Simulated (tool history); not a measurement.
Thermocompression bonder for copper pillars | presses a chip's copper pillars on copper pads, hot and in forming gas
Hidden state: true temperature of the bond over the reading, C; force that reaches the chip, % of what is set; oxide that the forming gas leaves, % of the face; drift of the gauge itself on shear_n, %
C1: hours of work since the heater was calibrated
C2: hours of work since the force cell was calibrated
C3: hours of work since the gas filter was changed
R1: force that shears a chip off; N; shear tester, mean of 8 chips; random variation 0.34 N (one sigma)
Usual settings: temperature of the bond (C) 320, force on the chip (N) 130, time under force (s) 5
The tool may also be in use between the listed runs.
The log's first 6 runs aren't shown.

At hour 269.8: forming gas filter changed.
Run 7, hour 298.8: usual settings; C1 239; C2 688; C3 19. Result: R1 70.2 N.
Run 8, hour 368.7: usual settings but time under force (s) 4; C1 286; C2 735; C3 66. Result: R1 66 N.
Run 9, hour 414.7: usual settings but time under force (s) 4; C1 317; C2 766; C3 97. Result: R1 65.7 N.
Run 10, hour 445.6: usual settings; C1 338; C2 787; C3 118. Result: R1 70.2 N.
Run 11, hour 493: usual settings; C1 370; C2 818; C3 150. Result: R1 70.4 N.
Run 12, hour 530.1: usual settings; C1 394; C2 843; C3 174. Result: R1 71.1 N.
Run 13, hour 566.4: usual settings; C1 419; C2 868; C3 199. Result: R1 69.9 N.
Run 14, hour 599.9: usual settings; C1 441; C2 890; C3 221. Result: R1 70.8 N.
Run 15, hour 671.4: usual settings; C1 489; C2 938; C3 269. Result: R1 70.2 N.
Run 16, hour 730.4: usual settings; C1 529; C2 978; C3 309. Result: R1 70.2 N.
Run 17, hour 787.3: usual settings; C1 567; C2 1016; C3 347. Result: R1 70.4 N.
Run 18, hour 830.4: usual settings but temperature of the bond (C) 316, force on the chip (N) 131, time under force (s) 7; C1 596; C2 1045; C3 376. Result: R1 75.5 N.
At hour 862.8: force cell calibrated.
Run 19, hour 862.8: usual settings but temperature of the bond (C) 332, force on the chip (N) 158; C1 616; C2 0; C3 396. Result: R1 81.9 N.
At hour 897.8: forming gas filter changed.
Run 20, hour 914.9: usual settings but temperature of the bond (C) 332, force on the chip (N) 158; C1 651; C2 35; C3 12. Result: R1 82.2 N.
Run 21, hour 945.6: usual settings but temperature of the bond (C) 332, force on the chip (N) 102; C1 671; C2 55; C3 32. Result: R1 68.1 N.
Run 22, hour 988.9: usual settings but temperature of the bond (C) 324, force on the chip (N) 102; C1 700; C2 84; C3 61. Result: R1 64.3 N.
At hour 1025.3: heater calibrated with a thermocouple chip.
Run 23, hour 1026.2: usual settings but force on the chip (N) 92, time under force (s) 10; C1 1; C2 108; C3 85. Result: R1 71.5 N.
Run 24, hour 1084.4: usual settings but force on the chip (N) 92, time under force (s) 10; C1 40; C2 147; C3 124. Result: R1 72.4 N.
Run 25, hour 1126.2: usual settings but force on the chip (N) 92, time under force (s) 10; C1 68; C2 175; C3 152. Result: R1 71.7 N.
Run 26, hour 1171.6: usual settings but temperature of the bond (C) 298, force on the chip (N) 124, time under force (s) 3; C1 98; C2 205; C3 182. Result: R1 49.6 N.
Run 27, hour 1239.4: usual settings but temperature of the bond (C) 298, force on the chip (N) 124, time under force (s) 3; C1 143; C2 251; C3 228. Result: R1 48.9 N.
Run 28, hour 1271.1: usual settings but temperature of the bond (C) 298, force on the chip (N) 124, time under force (s) 3; C1 165; C2 272; C3 249. Result: R1 49.1 N.
Run 29, hour 1315.1: usual settings but temperature of the bond (C) 298, force on the chip (N) 124, time under force (s) 3; C1 194; C2 301; C3 278. Result: R1 49.6 N.
Run 30, hour 1353.4: usual settings but temperature of the bond (C) 346, force on the chip (N) 123, time under force (s) 6; C1 220; C2 327; C3 304. Result: R1 82.6 N.

5 ways to go on from here, each from the tool as it stands after run 30. What would each give?
Run A, hour 1392: usual settings but temperature of the bond (C) 346, force on the chip (N) 110, time under force (s) 6; C1 246; C2 353; C3 330. Result: R1 ?.
Run B, hour 1392: usual settings but temperature of the bond (C) 342, time under force (s) 12; C1 246; C2 353; C3 330. Result: R1 ?.
Run C, hour 1392: usual settings but temperature of the bond (C) 346, force on the chip (N) 123, time under force (s) 11; C1 246; C2 353; C3 330. Result: R1 ?.
Run D, hour 1392: usual settings but temperature of the bond (C) 290, force on the chip (N) 124, time under force (s) 6; C1 246; C2 353; C3 330. Result: R1 ?.
Run E, hour 1392: usual settings but temperature of the bond (C) 296, force on the chip (N) 123, time under force (s) 6; C1 246; C2 353; C3 330. Result: R1 ?.

run    R1
  A    79
  B  93.6
  C  92.2
  D  58.4
  E  60.6
Without the tool's hidden state the same runs would have given:
run    R1
  A  79.3
  B  93.9
  C  92.5
  D  58.6
  E  60.8
